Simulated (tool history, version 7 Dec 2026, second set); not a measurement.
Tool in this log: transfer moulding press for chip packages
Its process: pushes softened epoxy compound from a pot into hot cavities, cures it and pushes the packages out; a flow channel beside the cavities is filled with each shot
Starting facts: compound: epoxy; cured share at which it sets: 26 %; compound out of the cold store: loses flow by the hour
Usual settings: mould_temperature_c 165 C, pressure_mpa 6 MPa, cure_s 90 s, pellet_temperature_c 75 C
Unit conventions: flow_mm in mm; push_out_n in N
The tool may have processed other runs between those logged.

run,hour,mould_temperature_c,pressure_mpa,cure_s,pellet_temperature_c,incoming compound's hours out of the cold store,flow_mm,push_out_n
1,0,165,6,90,75,38.4,651,661
2,16.1,165,6,90,75,21.7,743,770
3,33.4,165,6,90,75,10.5,804,880
4,50.8,165,6,90,75,17,768,891
5,59.7,165,6,90,75,25.9,721,870
6,77.5,165,6,90,75,45,613,567
7,86.4,165,5.41,90,75,42.7,602,612
8,97.6,165,6,90,75,34.8,659,746
9,107.9,165,6,90,75,45.2,611,732
10,121.5,165,6,90,75,31,680,793
11,135.5,165,6,90,75,41.4,629,833
12,145.8,165,6,90,75,16.1,764,919
13,160.4,171,6,90,75,22.7,702,702
14,179.2,165,6,104,75,35.4,662,569
15,194.4,165,6,96,75,27.6,702,722
16,212.9,165,6,96,75,15.2,763,816
17,228.9,166,6,116,75,26,702,667
18,241.9,166,6,116,75,20.9,720,684
19,258.7,166,6.4,116,67,18.7,758,478
20,275,166,6.4,116,78,19.2,747,574
21,288.6,166,6.4,116,78,20.2,744,598
22,306.7,166,6.4,116,78,39.5,643,635
23,324.5,164,6.4,116,78,46.7,608,686
24,341.2,165,6,108,69,29.7,722,719
25,355.8,165,6.12,74,75,27.6,743,1021
26,374.1,165,4.51,90,75,40.6,569,763
27,385.7,172,4.51,90,75,38.1,564,624
28,393.8,172,5.97,72,72,46,607,768
29,403.1,172,4.73,72,72,20.3,662,857

The log once held 5 entries between its listed runs, left out of this copy. Where does each go, and what is different about the tool's unlogged condition between the listed run before it and the listed run after it?
Between runs 5 and 6: cavities cleaned with cleaning compound and waxed (hour 76.7)
  true mould temperature over the reading, C: -0.56 -> -0.58; pressure that reaches the compound, % of what is set: 93.52 -> 93.13; grip of the stained cavities, % over clean ones': 53.9 -> 2.2
  measured less the result without the state, flow_mm: -22 -> -20 mm; push_out_n: +326 -> +30 N
Between runs 13 and 14: cavities cleaned with cleaning compound and waxed (hour 165.4)
  true mould temperature over the reading, C: -0.66 -> -0.68; pressure that reaches the compound, % of what is set: 91.09 -> 90.69; grip of the stained cavities, % over clean ones': 55.8 -> 21.2
  measured less the result without the state, flow_mm: -32 -> -31 mm; push_out_n: +258 -> +110 N
Between runs 18 and 19: cavities cleaned with cleaning compound and waxed (hour 253)
  true mould temperature over the reading, C: -0.74 -> -0.76; pressure that reaches the compound, % of what is set: 89.19 -> 88.82; grip of the stained cavities, % over clean ones': 54.9 -> 11.4
  measured less the result without the state, flow_mm: -39 -> -43 mm; push_out_n: +248 -> +55 N
Between runs 23 and 24: plunger's sealing rings changed (hour 334.5)
  true mould temperature over the reading, C: -0.82 -> -0.84; pressure that reaches the compound, % of what is set: 87.21 -> 99.68; grip of the stained cavities, % over clean ones': 53.7 -> 56.5
  measured less the result without the state, flow_mm: -41 -> +2 mm; push_out_n: +247 -> +271 N
Between runs 24 and 25: cavities cleaned with cleaning compound and waxed (hour 344.1)
  true mould temperature over the reading, C: -0.84 -> -0.85; pressure that reaches the compound, % of what is set: 99.68 -> 99.39; grip of the stained cavities, % over clean ones': 56.5 -> 17.7
  measured less the result without the state, flow_mm: +2 -> +1 mm; push_out_n: +271 -> +213 N
